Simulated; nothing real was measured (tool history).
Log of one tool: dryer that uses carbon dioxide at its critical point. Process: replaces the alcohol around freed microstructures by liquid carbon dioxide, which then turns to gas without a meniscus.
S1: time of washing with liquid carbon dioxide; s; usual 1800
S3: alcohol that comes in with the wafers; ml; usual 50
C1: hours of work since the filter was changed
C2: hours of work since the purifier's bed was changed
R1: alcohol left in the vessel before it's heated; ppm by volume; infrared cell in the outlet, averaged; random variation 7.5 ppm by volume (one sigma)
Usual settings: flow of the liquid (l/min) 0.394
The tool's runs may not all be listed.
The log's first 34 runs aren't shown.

{"run": 35, "hour": 273.1, "S1": 1500, "flow of the liquid (l/min)": 0.342, "S3": 79, "C1": 229, "C2": 220, "R1": 2728}
{"run": 36, "hour": 278.5, "S1": 1800, "flow of the liquid (l/min)": 0.318, "S3": 50, "C1": 233, "C2": 223, "R1": 1290}
{"run": 37, "hour": 285.2, "S1": 1680, "flow of the liquid (l/min)": 0.487, "S3": 58, "C1": 237, "C2": 228, "R1": 390}
{"run": 38, "hour": 292.2, "S1": 1680, "flow of the liquid (l/min)": 0.487, "S3": 58, "C1": 241, "C2": 232, "R1": 394}
{"run": 39, "hour": 297.6, "S1": 1680, "flow of the liquid (l/min)": 0.487, "S3": 26, "C1": 244, "C2": 235, "R1": 211}
{"run": 40, "hour": 304.7, "S1": 1680, "flow of the liquid (l/min)": 0.487, "S3": 26, "C1": 249, "C2": 240, "R1": 197}
{"run": 41, "hour": 310.7, "S1": 1140, "flow of the liquid (l/min)": 0.312, "S3": 27, "C1": 252, "C2": 243, "R1": 2199}
{"run": 42, "hour": 321.6, "S1": 1140, "flow of the liquid (l/min)": 0.392, "S3": 40, "C1": 259, "C2": 250, "R1": 1933}
{"run": 43, "hour": 329.6, "S1": 2280, "flow of the liquid (l/min)": 0.394, "S3": 52, "C1": 264, "C2": 255, "R1": 271}
{"run": 44, "hour": 338.5, "S1": 2280, "flow of the liquid (l/min)": 0.394, "S3": 52, "C1": 269, "C2": 260, "R1": 292}
{"run": 45, "hour": 346.5, "S1": 2280, "flow of the liquid (l/min)": 0.394, "S3": 52, "C1": 274, "C2": 265, "R1": 293}
{"run": 46, "hour": 356.5, "S1": 2280, "flow of the liquid (l/min)": 0.394, "S3": 52, "C1": 281, "C2": 271, "R1": 307}

4 ways to go on from here, each from the tool as it stands after run 46. What would each give?
{"run": "A", "hour": 363.0, "S1": 1800, "flow of the liquid (l/min)": 0.266, "S3": 50, "C1": 285, "C2": 275, "R1": "?"}
{"run": "B", "hour": 363.0, "S1": 1380, "flow of the liquid (l/min)": 0.286, "S3": 110, "C1": 285, "C2": 275, "R1": "?"}
{"run": "C", "hour": 363.0, "S1": 1800, "flow of the liquid (l/min)": 0.249, "S3": 21, "C1": 285, "C2": 275, "R1": "?"}
{"run": "D", "hour": 363.0, "S1": 1800, "flow of the liquid (l/min)": 0.394, "S3": 85, "C1": 285, "C2": 275, "R1": "?"}

run=A R1=2328
run=B R1=7449
run=C R1=1148
run=D R1=1106
Without the tool's hidden state the same runs would have given:
run=A R1=1595
run=B R1=5511
run=C R1=791
run=D R1=619
